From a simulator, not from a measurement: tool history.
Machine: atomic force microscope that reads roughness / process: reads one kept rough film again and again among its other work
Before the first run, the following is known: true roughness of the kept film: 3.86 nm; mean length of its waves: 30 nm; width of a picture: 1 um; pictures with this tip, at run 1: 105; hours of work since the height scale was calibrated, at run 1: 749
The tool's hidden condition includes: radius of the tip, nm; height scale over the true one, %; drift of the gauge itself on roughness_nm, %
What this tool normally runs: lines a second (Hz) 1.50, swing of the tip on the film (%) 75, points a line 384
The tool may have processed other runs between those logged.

run    hour  lines a second (Hz)  swing of the tip on the film (%)  points a line  pictures with this tip  hours of work since the height scale was calibrated  roughness of the kept film (nm (root mean square))
  1     0.0                 1.50                                75            384                     105                                                  749                                               2.582
  2    57.0                 1.50                                75            384                     201                                                  791                                               2.275
       69.7  -- new tip fitted
  3   120.4                 1.50                                75            384                      85                                                  837                                               2.732
  4   167.6                 1.50                                75            384                     164                                                  872                                               2.471
      198.7  -- new tip fitted
  5   230.1                 1.50                                75            384                      52                                                  917                                               2.876
  6   277.4                 1.50                                75            384                     132                                                  951                                               2.606
  7   313.9                 1.50                                75            384                     193                                                  978                                               2.395
      329.2  -- new tip fitted
  8   343.9                 1.50                                79            384                      24                                                 1000                                               2.969
  9   375.5                 1.50                                79            384                      77                                                 1023                                               2.738
 10   404.0                 1.50                                79            384                     125                                                 1044                                               2.547
 11   456.9                 1.50                                75            384                     214                                                 1082                                               2.299
      461.9  -- new tip fitted
 12   499.8                 1.50                                75            384                      63                                                 1113                                               2.798
 13   556.5                 1.50                                75            384                     158                                                 1155                                               2.422
      595.4  -- new tip fitted
 14   599.0                 1.50                                75            412                       6                                                 1185                                               3.130
 15   656.1                 1.50                                69            384                     101                                                 1227                                               2.719
 16   696.5                 1.50                                69            384                     169                                                 1257                                               2.435
 17   724.1                 1.50                                75            318                     215                                                 1277                                               2.243
      730.3  -- new tip fitted
 18   758.2                 1.50                                75            318                      47                                                 1301                                               2.895
 19   788.7                 1.50                                75            384                      98                                                 1324                                               2.686
 20   839.6                 1.50                                75            384                     183                                                 1361                                               2.389
      860.8  -- new tip fitted
 21   891.2                 1.50                                84            384                      51                                                 1398                                               2.779
 22   925.7                 1.50                                84            384                     109                                                 1423                                               2.532
 23   974.0                 1.50                                84            384                     190                                                 1459                                               2.269
      994.4  -- new tip fitted
 24  1001.8                 1.50                                84            384                      13                                                 1479                                               2.932
 25  1048.2                 1.50                                82            384                      91                                                 1513                                               2.604
 26  1076.0                 1.69                                56            873                     137                                                 1533                                               2.682
 27  1113.1                 1.28                                75            398                     200                                                 1560                                               2.351
     1125.7  -- new tip fitted
 28  1151.3                 0.71                                82            510                      43                                                 1588                                               2.976
 29  1179.2                 0.71                                82            510                      90                                                 1608                                               2.786
 30  1227.1                 1.50                                75            377                     170                                                 1643                                               2.415
     1256.7  -- new tip fitted
 31  1289.5                 1.28                                81            860                      55                                                 1688                                               2.843
 32  1318.3                 1.50                                65            609                     103                                                 1709                                               2.747
 33  1380.5                 1.66                                80            296                     207                                                 1755                                               2.186
     1388.6  -- new tip fitted
 34  1438.6                 1.01                                72            837                      84                                                 1797                                               2.876
 35  1479.6                 2.01                                75            809                     153                                                 1827                                               2.438
     1520.4  -- new tip fitted
 36  1546.0                 1.38                                68            809                      43                                                 1875                                               3.030
 37  1577.6                 3.18                                74            783                      96                                                 1898                                               2.494
 38  1608.1                 3.18                                74            783                     148                                                 1920                                               2.285
 39  1642.4                 2.77                                74            418                     205                                                 1946                                               2.157
     1652.1  -- new tip fitted
 40  1689.8                 1.53                                77            299                      63                                                 1980                                               2.823
 41  1722.6                 0.63                                77            299                     118                                                 2004                                               2.745
 42  1762.1                 0.70                                81            384                     184                                                 2033                                               2.482
     1784.3  -- new tip fitted
 43  1789.8                 0.89                                76            384                      10                                                 2053                                               3.203
 44  1834.6                 1.50                                66            818                      85                                                 2085                                               2.856
 45  1863.3                 2.72                                75            384                     133                                                 2106                                               2.427
 46  1912.1                 2.72                                75            384                     215                                                 2142                                               2.160
     1918.9  -- new tip fitted
     1951.7  -- height scale calibrated on a step standard
 47  1957.5                 0.75                                66            430                      64                                                    4                                               2.950
 48  2019.3                 0.75                                66            430                     167                                                   49                                               2.539

For run 49, what comes out?
     2052.0  -- new tip fitted
 49  2076.6                 2.48                                75            968                      41                                                   91                                                   ?

{"run 49": {"roughness of the kept film (nm (root mean square))": 2.773}}
Minus the tool's unlogged condition, the same run would have read roughness of the kept film (nm (root mean square)) 3.003.

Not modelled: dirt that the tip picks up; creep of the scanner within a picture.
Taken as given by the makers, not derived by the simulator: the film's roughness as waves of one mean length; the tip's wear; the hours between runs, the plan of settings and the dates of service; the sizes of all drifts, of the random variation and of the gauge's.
